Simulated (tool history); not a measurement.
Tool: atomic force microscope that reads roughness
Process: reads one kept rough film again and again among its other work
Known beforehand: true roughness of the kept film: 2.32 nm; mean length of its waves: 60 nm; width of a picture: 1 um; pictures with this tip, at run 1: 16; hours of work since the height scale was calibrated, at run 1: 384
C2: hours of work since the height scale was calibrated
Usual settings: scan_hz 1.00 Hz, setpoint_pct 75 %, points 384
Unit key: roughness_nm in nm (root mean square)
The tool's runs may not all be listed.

run 1 hour=0.0 | scan_hz=1.00 setpoint_pct=75 points=384 | pictures_with_this_tip=16 C2=384 | roughness_nm=2.130
run 2 hour=25.0 | scan_hz=1.00 setpoint_pct=75 points=384 | pictures_with_this_tip=44 C2=397 | roughness_nm=2.102
run 3 hour=46.5 | scan_hz=1.00 setpoint_pct=63 points=384 | pictures_with_this_tip=68 C2=408 | roughness_nm=2.159
-- hour=74.3 new tip fitted
run 4 hour=80.9 | scan_hz=1.00 setpoint_pct=63 points=384 | pictures_with_this_tip=7 C2=426 | roughness_nm=2.211
run 5 hour=123.9 | scan_hz=1.00 setpoint_pct=63 points=384 | pictures_with_this_tip=56 C2=448 | roughness_nm=2.170
-- hour=164.7 new tip fitted
run 6 hour=169.9 | scan_hz=1.00 setpoint_pct=75 points=933 | pictures_with_this_tip=6 C2=472 | roughness_nm=2.142
run 7 hour=193.5 | scan_hz=1.00 setpoint_pct=75 points=933 | pictures_with_this_tip=32 C2=484 | roughness_nm=2.125
run 8 hour=232.2 | scan_hz=0.81 setpoint_pct=75 points=384 | pictures_with_this_tip=76 C2=505 | roughness_nm=2.094
-- hour=254.2 new tip fitted
run 9 hour=257.8 | scan_hz=0.81 setpoint_pct=75 points=384 | pictures_with_this_tip=4 C2=518 | roughness_nm=2.181
-- hour=261.5 height scale calibrated on a step standard
run 10 hour=282.0 | scan_hz=0.81 setpoint_pct=75 points=384 | pictures_with_this_tip=30 C2=11 | roughness_nm=2.151
run 11 hour=328.0 | scan_hz=1.00 setpoint_pct=75 points=384 | pictures_with_this_tip=82 C2=35 | roughness_nm=2.067
-- hour=344.1 height scale calibrated on a step standard, once more
-- hour=344.6 new tip fitted
run 12 hour=352.1 | scan_hz=1.00 setpoint_pct=75 points=901 | pictures_with_this_tip=8 C2=4 | roughness_nm=2.133
run 13 hour=401.3 | scan_hz=1.00 setpoint_pct=75 points=901 | pictures_with_this_tip=63 C2=30 | roughness_nm=2.073
-- hour=436.9 new tip fitted
run 14 hour=454.2 | scan_hz=1.00 setpoint_pct=75 points=384 | pictures_with_this_tip=19 C2=57 | roughness_nm=2.125
run 15 hour=494.7 | scan_hz=1.00 setpoint_pct=75 points=384 | pictures_with_this_tip=65 C2=78 | roughness_nm=2.073
-- hour=526.3 new tip fitted
run 16 hour=543.9 | scan_hz=1.00 setpoint_pct=75 points=384 | pictures_with_this_tip=20 C2=104 | roughness_nm=2.112
run 17 hour=594.2 | scan_hz=3.16 setpoint_pct=75 points=725 | pictures_with_this_tip=76 C2=130 | roughness_nm=1.827
-- hour=614.3 new tip fitted
run 18 hour=637.3 | scan_hz=3.16 setpoint_pct=75 points=725 | pictures_with_this_tip=26 C2=152 | roughness_nm=1.862
run 19 hour=686.9 | scan_hz=3.16 setpoint_pct=75 points=725 | pictures_with_this_tip=82 C2=178 | roughness_nm=1.819
-- hour=702.0 new tip fitted
run 20 hour=739.6 | scan_hz=3.16 setpoint_pct=75 points=725 | pictures_with_this_tip=43 C2=205 | roughness_nm=1.847
run 21 hour=764.5 | scan_hz=2.11 setpoint_pct=75 points=1013 | pictures_with_this_tip=70 C2=218 | roughness_nm=1.939
-- hour=789.7 new tip fitted
run 22 hour=790.4 | scan_hz=2.11 setpoint_pct=75 points=1013 | pictures_with_this_tip=1 C2=232 | roughness_nm=2.007
run 23 hour=837.1 | scan_hz=2.11 setpoint_pct=75 points=1013 | pictures_with_this_tip=54 C2=256 | roughness_nm=1.965
run 24 hour=872.5 | scan_hz=1.00 setpoint_pct=75 points=356 | pictures_with_this_tip=93 C2=275 | roughness_nm=2.061
-- hour=881.3 new tip fitted
run 25 hour=894.4 | scan_hz=0.74 setpoint_pct=76 points=384 | pictures_with_this_tip=14 C2=286 | roughness_nm=2.177
run 26 hour=927.8 | scan_hz=3.65 setpoint_pct=78 points=499 | pictures_with_this_tip=52 C2=303 | roughness_nm=1.730
-- hour=970.1 new tip fitted
run 27 hour=973.4 | scan_hz=2.24 setpoint_pct=89 points=352 | pictures_with_this_tip=4 C2=327 | roughness_nm=1.753
run 28 hour=1009.0 | scan_hz=2.24 setpoint_pct=89 points=352 | pictures_with_this_tip=44 C2=345 | roughness_nm=1.729
run 29 hour=1056.4 | scan_hz=3.03 setpoint_pct=75 points=384 | pictures_with_this_tip=97 C2=370 | roughness_nm=1.821
-- hour=1061.8 new tip fitted
run 30 hour=1085.8 | scan_hz=1.00 setpoint_pct=63 points=664 | pictures_with_this_tip=27 C2=385 | roughness_nm=2.199

Predict each of these 5 candidate next runs independently; none follows another, all start after run 30:
run A hour=1125.9 | scan_hz=1.35 setpoint_pct=63 points=333 | pictures_with_this_tip=72 C2=406 | roughness_nm=?
run B hour=1125.9 | scan_hz=0.74 setpoint_pct=82 points=664 | pictures_with_this_tip=72 C2=406 | roughness_nm=?
run C hour=1125.9 | scan_hz=2.28 setpoint_pct=79 points=483 | pictures_with_this_tip=72 C2=406 | roughness_nm=?
run D hour=1125.9 | scan_hz=1.00 setpoint_pct=63 points=802 | pictures_with_this_tip=72 C2=406 | roughness_nm=?
run E hour=1125.9 | scan_hz=1.00 setpoint_pct=63 points=350 | pictures_with_this_tip=72 C2=406 | roughness_nm=?

run=A roughness_nm=2.126
run=B roughness_nm=2.077
run=C roughness_nm=1.860
run=D roughness_nm=2.141
run=E roughness_nm=2.153
Stripped of hidden state, with their random variation kept, the same runs would have yielded:
run=A roughness_nm=2.188
run=B roughness_nm=2.137
run=C roughness_nm=1.914
run=D roughness_nm=2.204
run=E roughness_nm=2.216

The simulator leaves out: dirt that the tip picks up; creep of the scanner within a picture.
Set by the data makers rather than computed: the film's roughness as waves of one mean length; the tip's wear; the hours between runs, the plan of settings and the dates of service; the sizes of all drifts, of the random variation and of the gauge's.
